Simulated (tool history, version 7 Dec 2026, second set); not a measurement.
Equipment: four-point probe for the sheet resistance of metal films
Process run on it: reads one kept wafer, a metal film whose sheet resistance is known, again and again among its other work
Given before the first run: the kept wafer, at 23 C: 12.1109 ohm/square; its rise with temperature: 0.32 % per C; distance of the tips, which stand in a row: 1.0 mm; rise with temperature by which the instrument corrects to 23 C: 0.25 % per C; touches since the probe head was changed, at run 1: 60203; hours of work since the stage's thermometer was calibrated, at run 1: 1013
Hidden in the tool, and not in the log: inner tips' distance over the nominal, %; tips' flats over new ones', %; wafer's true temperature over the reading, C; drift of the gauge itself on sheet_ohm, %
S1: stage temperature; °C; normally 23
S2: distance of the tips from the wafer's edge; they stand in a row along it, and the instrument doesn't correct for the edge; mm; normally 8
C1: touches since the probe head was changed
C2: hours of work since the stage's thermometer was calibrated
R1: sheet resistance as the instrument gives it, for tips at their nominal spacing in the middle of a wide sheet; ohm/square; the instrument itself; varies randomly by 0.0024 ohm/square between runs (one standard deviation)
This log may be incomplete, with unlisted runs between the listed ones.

| run | day | S1 | S2 | C1 | C2 | R1 |
|---|---|---|---|---|---|---|
| 1 | 0.000 | 23 | 8 | 60203 | 1013 | 12.116874 |
| 2 | 2.950 | 23 | 8 | 61953 | 1048 | 12.111444 |
| 3 | 6.746 | 23 | 8 | 64207 | 1091 | 12.108286 |
| 4 | 11.054 | 23 | 8 | 66764 | 1141 | 12.102860 |
| 5 | 14.662 | 23 | 8 | 68905 | 1183 | 12.105815 |
| 6 | 18.692 | 23 | 8 | 71298 | 1230 | 12.100585 |
| 7 | 22.625 | 23 | 8 | 73632 | 1275 | 12.100087 |
| 8 | 26.754 | 23 | 8 | 76082 | 1323 | 12.088224 |
| 9 | 29.504 | 23 | 8 | 77714 | 1355 | 12.088672 |
| 10 | 33.142 | 19 | 8 | 79873 | 1397 | 12.052549 |
| 11 | 36.546 | 19 | 8 | 81894 | 1436 | 12.053354 |
|  | 36.858 | new probe head fitted |
|  | 36.879 | stage's thermometer calibrated |
| 12 | 39.079 | 19 | 8 | 1304 | 25 | 12.189189 |
| 13 | 42.962 | 31 | 71 | 3608 | 70 | 12.182564 |
| 14 | 47.546 | 21 | 11 | 6329 | 123 | 12.149008 |
| 15 | 51.375 | 21 | 11 | 8602 | 168 | 12.150064 |

What will run 16 give?
|  | 53.212 | stage's thermometer calibrated, once more |
| 16 | 54.554 | 24 | 5 | 10477 | 16 | ? |

Run 16 gave R1 12.346140 ohm/square.
Were there no unlogged condition in the tool, this run, its random variation unchanged, would have produced R1 12.376252 ohm/square.

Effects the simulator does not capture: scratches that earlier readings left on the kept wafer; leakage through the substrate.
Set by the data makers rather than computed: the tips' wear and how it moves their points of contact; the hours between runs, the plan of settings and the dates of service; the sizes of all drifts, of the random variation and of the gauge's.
